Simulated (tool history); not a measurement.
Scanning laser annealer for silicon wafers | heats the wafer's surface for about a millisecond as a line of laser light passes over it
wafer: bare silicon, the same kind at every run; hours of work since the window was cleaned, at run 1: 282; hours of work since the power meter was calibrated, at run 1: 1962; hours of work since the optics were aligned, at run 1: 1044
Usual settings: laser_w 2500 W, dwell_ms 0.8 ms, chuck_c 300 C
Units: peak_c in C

run,day,laser_w,dwell_ms,chuck_c,hours of work since the window was cleaned,hours of work since the power meter was calibrated,hours of work since the optics were aligned,peak_c
1,0,2500,0.8,300,282,1962,1044,1046
2,2.417,2500,0.8,315,319,2000,1081,1061
3,6.342,2500,0.8,315,380,2060,1142,1057
4,10.092,2500,0.8,315,437,2117,1199,1052
5,12.142,2500,0.8,315,469,2149,1231,1046
6,13.938,2500,0.8,315,496,2176,1258,1048
# day 14.888: window over the wafer cleaned
7,17.712,2500,0.8,315,43,2233,1315,1078
8,19.958,2500,0.8,315,78,2268,1349,1075
9,22.421,2500,0.8,315,116,2305,1387,1072
10,26.092,2500,0.8,315,172,2362,1443,1065
11,29.721,2500,0.8,315,228,2417,1499,1062
12,33.258,2500,0.683,300,282,2472,1553,995
13,36.942,2500,0.683,300,338,2528,1610,991
14,39.821,2500,0.683,300,383,2572,1654,984
15,41.942,2667,0.683,300,415,2605,1687,1047
16,44.967,2500,0.8,319,462,2651,1733,1045
# day 48.188: window over the wafer cleaned
17,48.188,2500,0.8,331,0,2700,1781,1093
18,51.554,2500,0.8,331,52,2751,1833,1089
19,53.867,2500,0.8,331,87,2787,1868,1085
20,56.729,2708,0.706,339,131,2831,1912,1129

The next listed run, before its measurement:
# day 57.267: optics aligned, line set to its width
21,59.212,2708,0.706,339,166,2866,30,?

{"run 21": {"peak_c": 1146}}
Without the tool's hidden state the same run would have given peak_c 1160 C.
